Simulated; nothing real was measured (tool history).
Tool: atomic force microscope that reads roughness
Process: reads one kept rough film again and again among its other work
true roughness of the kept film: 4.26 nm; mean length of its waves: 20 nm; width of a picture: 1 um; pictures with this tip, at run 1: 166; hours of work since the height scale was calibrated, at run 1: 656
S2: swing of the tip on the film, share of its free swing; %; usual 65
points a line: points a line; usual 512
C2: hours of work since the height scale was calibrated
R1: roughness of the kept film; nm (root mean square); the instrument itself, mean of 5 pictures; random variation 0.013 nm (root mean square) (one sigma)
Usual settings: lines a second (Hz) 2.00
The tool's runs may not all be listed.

run 1 day=0.000 | lines_a_second_(Hz)=2.00 S2=65 points_a_line=512 | pictures_with_this_tip=166 C2=656 | R1=2.261
run 2 day=1.867 | lines_a_second_(Hz)=2.00 S2=65 points_a_line=512 | pictures_with_this_tip=202 C2=677 | R1=2.144
run 3 day=3.025 | lines_a_second_(Hz)=2.00 S2=57 points_a_line=512 | pictures_with_this_tip=224 C2=690 | R1=2.155
-- day=4.125 new tip fitted
run 4 day=5.046 | lines_a_second_(Hz)=2.00 S2=57 points_a_line=617 | pictures_with_this_tip=18 C2=713 | R1=3.030
run 5 day=6.600 | lines_a_second_(Hz)=2.00 S2=57 points_a_line=617 | pictures_with_this_tip=48 C2=730 | R1=2.880
run 6 day=8.317 | lines_a_second_(Hz)=2.72 S2=65 points_a_line=512 | pictures_with_this_tip=81 C2=749 | R1=2.569
run 7 day=10.175 | lines_a_second_(Hz)=2.72 S2=65 points_a_line=512 | pictures_with_this_tip=117 C2=770 | R1=2.430
run 8 day=11.921 | lines_a_second_(Hz)=2.72 S2=65 points_a_line=512 | pictures_with_this_tip=151 C2=790 | R1=2.301
run 9 day=12.988 | lines_a_second_(Hz)=2.00 S2=65 points_a_line=512 | pictures_with_this_tip=172 C2=802 | R1=2.267
run 10 day=14.262 | lines_a_second_(Hz)=2.00 S2=65 points_a_line=512 | pictures_with_this_tip=196 C2=817 | R1=2.193
run 11 day=15.358 | lines_a_second_(Hz)=2.00 S2=65 points_a_line=940 | pictures_with_this_tip=218 C2=829 | R1=2.131
-- day=16.692 new tip fitted
run 12 day=16.825 | lines_a_second_(Hz)=2.00 S2=65 points_a_line=940 | pictures_with_this_tip=3 C2=845 | R1=3.065
run 13 day=18.517 | lines_a_second_(Hz)=2.00 S2=67 points_a_line=531 | pictures_with_this_tip=35 C2=864 | R1=2.858
run 14 day=19.542 | lines_a_second_(Hz)=0.59 S2=78 points_a_line=317 | pictures_with_this_tip=55 C2=876 | R1=2.808
run 15 day=20.354 | lines_a_second_(Hz)=0.59 S2=78 points_a_line=317 | pictures_with_this_tip=71 C2=885 | R1=2.722
run 16 day=22.054 | lines_a_second_(Hz)=0.59 S2=78 points_a_line=317 | pictures_with_this_tip=104 C2=904 | R1=2.558
run 17 day=23.267 | lines_a_second_(Hz)=1.37 S2=80 points_a_line=996 | pictures_with_this_tip=127 C2=918 | R1=2.376
run 18 day=24.438 | lines_a_second_(Hz)=1.37 S2=80 points_a_line=996 | pictures_with_this_tip=150 C2=931 | R1=2.299
run 19 day=26.317 | lines_a_second_(Hz)=2.21 S2=80 points_a_line=682 | pictures_with_this_tip=186 C2=952 | R1=2.046
run 20 day=28.058 | lines_a_second_(Hz)=2.21 S2=80 points_a_line=682 | pictures_with_this_tip=220 C2=972 | R1=1.941
run 21 day=28.950 | lines_a_second_(Hz)=1.42 S2=79 points_a_line=274 | pictures_with_this_tip=237 C2=982 | R1=1.955
-- day=29.258 new tip fitted
run 22 day=29.829 | lines_a_second_(Hz)=1.42 S2=79 points_a_line=274 | pictures_with_this_tip=11 C2=992 | R1=2.852

Hidden state at the last listed run before each entry between runs and at the first one after, where it differs:
Between runs 3 and 4: new tip fitted (day 4.125)
  radius of the tip, nm: 21.3 -> 8.3; height scale over the true one, %: 0.41 -> 0.42
  measured less the result without the state, R1: -0.988 -> -0.115 nm (root mean square)
Between runs 11 and 12: new tip fitted (day 16.692)
  radius of the tip, nm: 20.5 -> 7.2; height scale over the true one, %: 0.47 -> 0.48
  measured less the result without the state, R1: -0.923 -> -0.005 nm (root mean square)
Between runs 21 and 22: new tip fitted (day 29.258)
  radius of the tip, nm: 21.9 -> 7.8; height scale over the true one, %: 0.53 -> 0.54
  measured less the result without the state, R1: -0.934 -> -0.063 nm (root mean square)

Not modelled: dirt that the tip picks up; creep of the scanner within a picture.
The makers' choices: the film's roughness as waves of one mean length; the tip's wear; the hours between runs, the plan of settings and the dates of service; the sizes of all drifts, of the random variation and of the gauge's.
